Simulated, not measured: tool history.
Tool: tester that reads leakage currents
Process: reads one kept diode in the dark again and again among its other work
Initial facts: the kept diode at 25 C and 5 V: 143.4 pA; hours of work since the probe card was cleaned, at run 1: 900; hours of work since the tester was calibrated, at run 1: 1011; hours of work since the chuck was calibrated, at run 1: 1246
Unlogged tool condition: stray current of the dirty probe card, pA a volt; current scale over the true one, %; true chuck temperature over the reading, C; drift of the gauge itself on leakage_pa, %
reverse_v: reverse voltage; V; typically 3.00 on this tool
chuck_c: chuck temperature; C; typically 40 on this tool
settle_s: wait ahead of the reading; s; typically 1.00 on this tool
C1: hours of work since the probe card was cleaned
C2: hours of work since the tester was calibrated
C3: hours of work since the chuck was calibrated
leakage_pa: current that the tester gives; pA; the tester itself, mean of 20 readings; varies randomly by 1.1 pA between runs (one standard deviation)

{"run": 1, "day": 0.0, "reverse_v": 3.0, "chuck_c": 40, "settle_s": 1.0, "C1": 900, "C2": 1011, "C3": 1246, "leakage_pa": 410.46}
{"run": 2, "day": 5.358, "reverse_v": 3.0, "chuck_c": 40, "settle_s": 1.0, "C1": 988, "C2": 1098, "C3": 1333, "leakage_pa": 415.6}
{"run": 3, "day": 7.629, "reverse_v": 3.0, "chuck_c": 40, "settle_s": 1.0, "C1": 1025, "C2": 1135, "C3": 1370, "leakage_pa": 416.27}
{"run": 4, "day": 11.579, "reverse_v": 3.0, "chuck_c": 40, "settle_s": 1.26, "C1": 1090, "C2": 1200, "C3": 1435, "leakage_pa": 418.18}
{"run": 5, "day": 16.383, "reverse_v": 3.0, "chuck_c": 40, "settle_s": 1.26, "C1": 1168, "C2": 1279, "C3": 1514, "leakage_pa": 422.84}
{"run": 6, "day": 19.054, "reverse_v": 3.0, "chuck_c": 57, "settle_s": 1.0, "C1": 1212, "C2": 1323, "C3": 1558, "leakage_pa": 1311.56}
{"day": 22.521, "done": "chuck's temperature calibrated"}
{"run": 7, "day": 23.412, "reverse_v": 3.0, "chuck_c": 40, "settle_s": 1.0, "C1": 1282, "C2": 1393, "C3": 15, "leakage_pa": 364.86}
{"run": 8, "day": 28.175, "reverse_v": 3.0, "chuck_c": 40, "settle_s": 1.0, "C1": 1360, "C2": 1471, "C3": 93, "leakage_pa": 369.54}
{"run": 9, "day": 32.967, "reverse_v": 3.0, "chuck_c": 40, "settle_s": 1.0, "C1": 1439, "C2": 1549, "C3": 171, "leakage_pa": 368.92}
{"run": 10, "day": 37.354, "reverse_v": 3.0, "chuck_c": 40, "settle_s": 1.0, "C1": 1510, "C2": 1621, "C3": 243, "leakage_pa": 374.6}
{"run": 11, "day": 39.771, "reverse_v": 1.83, "chuck_c": 40, "settle_s": 1.0, "C1": 1550, "C2": 1660, "C3": 282, "leakage_pa": 313.3}
{"run": 12, "day": 42.6, "reverse_v": 3.0, "chuck_c": 40, "settle_s": 1.0, "C1": 1596, "C2": 1707, "C3": 329, "leakage_pa": 375.96}
{"run": 13, "day": 47.546, "reverse_v": 3.0, "chuck_c": 40, "settle_s": 1.0, "C1": 1677, "C2": 1788, "C3": 410, "leakage_pa": 382.53}
{"day": 50.921, "done": "probe card cleaned and baked"}
{"run": 14, "day": 52.788, "reverse_v": 1.36, "chuck_c": 40, "settle_s": 1.0, "C1": 31, "C2": 1871, "C3": 494, "leakage_pa": 285.48}
{"run": 15, "day": 56.504, "reverse_v": 1.36, "chuck_c": 40, "settle_s": 0.6, "C1": 91, "C2": 1932, "C3": 554, "leakage_pa": 287.38}
{"run": 16, "day": 59.233, "reverse_v": 1.36, "chuck_c": 40, "settle_s": 2.36, "C1": 136, "C2": 1977, "C3": 599, "leakage_pa": 288.26}
{"run": 17, "day": 62.917, "reverse_v": 12.78, "chuck_c": 40, "settle_s": 5.11, "C1": 196, "C2": 2037, "C3": 659, "leakage_pa": 646.16}
{"run": 18, "day": 65.821, "reverse_v": 12.78, "chuck_c": 40, "settle_s": 5.11, "C1": 244, "C2": 2085, "C3": 707, "leakage_pa": 646.99}
{"run": 19, "day": 69.204, "reverse_v": 12.78, "chuck_c": 40, "settle_s": 5.11, "C1": 299, "C2": 2140, "C3": 762, "leakage_pa": 654.32}
{"run": 20, "day": 71.925, "reverse_v": 1.02, "chuck_c": 37, "settle_s": 3.56, "C1": 344, "C2": 2185, "C3": 807, "leakage_pa": 215.57}
{"run": 21, "day": 77.025, "reverse_v": 1.02, "chuck_c": 37, "settle_s": 3.56, "C1": 427, "C2": 2268, "C3": 890, "leakage_pa": 216.32}
{"run": 22, "day": 81.971, "reverse_v": 1.02, "chuck_c": 37, "settle_s": 3.56, "C1": 508, "C2": 2349, "C3": 971, "leakage_pa": 219.05}
{"run": 23, "day": 85.167, "reverse_v": 1.02, "chuck_c": 37, "settle_s": 3.56, "C1": 561, "C2": 2402, "C3": 1024, "leakage_pa": 220.11}
{"run": 24, "day": 87.888, "reverse_v": 1.02, "chuck_c": 37, "settle_s": 3.56, "C1": 605, "C2": 2446, "C3": 1068, "leakage_pa": 221.35}
{"run": 25, "day": 90.408, "reverse_v": 17.18, "chuck_c": 21, "settle_s": 1.0, "C1": 647, "C2": 2487, "C3": 1109, "leakage_pa": 193.67}
{"run": 26, "day": 93.254, "reverse_v": 17.18, "chuck_c": 21, "settle_s": 8.36, "C1": 693, "C2": 2534, "C3": 1156, "leakage_pa": 192.0}
{"run": 27, "day": 95.792, "reverse_v": 17.18, "chuck_c": 21, "settle_s": 8.36, "C1": 735, "C2": 2576, "C3": 1198, "leakage_pa": 193.34}
{"run": 28, "day": 100.146, "reverse_v": 17.18, "chuck_c": 21, "settle_s": 8.36, "C1": 806, "C2": 2647, "C3": 1269, "leakage_pa": 194.97}

Consider 3 possible next runs. They are alternatives, not a sequence: every one starts from the tool as it was left by run 28. What does each give?
{"run": "A", "day": 105.117, "reverse_v": 17.18, "chuck_c": 21, "settle_s": 1.7, "C1": 887, "C2": 2728, "C3": 1350, "leakage_pa": "?"}
{"run": "B", "day": 105.117, "reverse_v": 6.99, "chuck_c": 40, "settle_s": 1.0, "C1": 887, "C2": 2728, "C3": 1350, "leakage_pa": "?"}
{"run": "C", "day": 105.117, "reverse_v": 9.44, "chuck_c": 38, "settle_s": 0.74, "C1": 887, "C2": 2728, "C3": 1350, "leakage_pa": "?"}

run=A leakage_pa=199.85
run=B leakage_pa=559.81
run=C leakage_pa=543.77
With the hidden condition removed and each run's random variation left untouched, the same runs would have given:
run=A leakage_pa=163.85
run=B leakage_pa=493.88
run=C leakage_pa=477.32
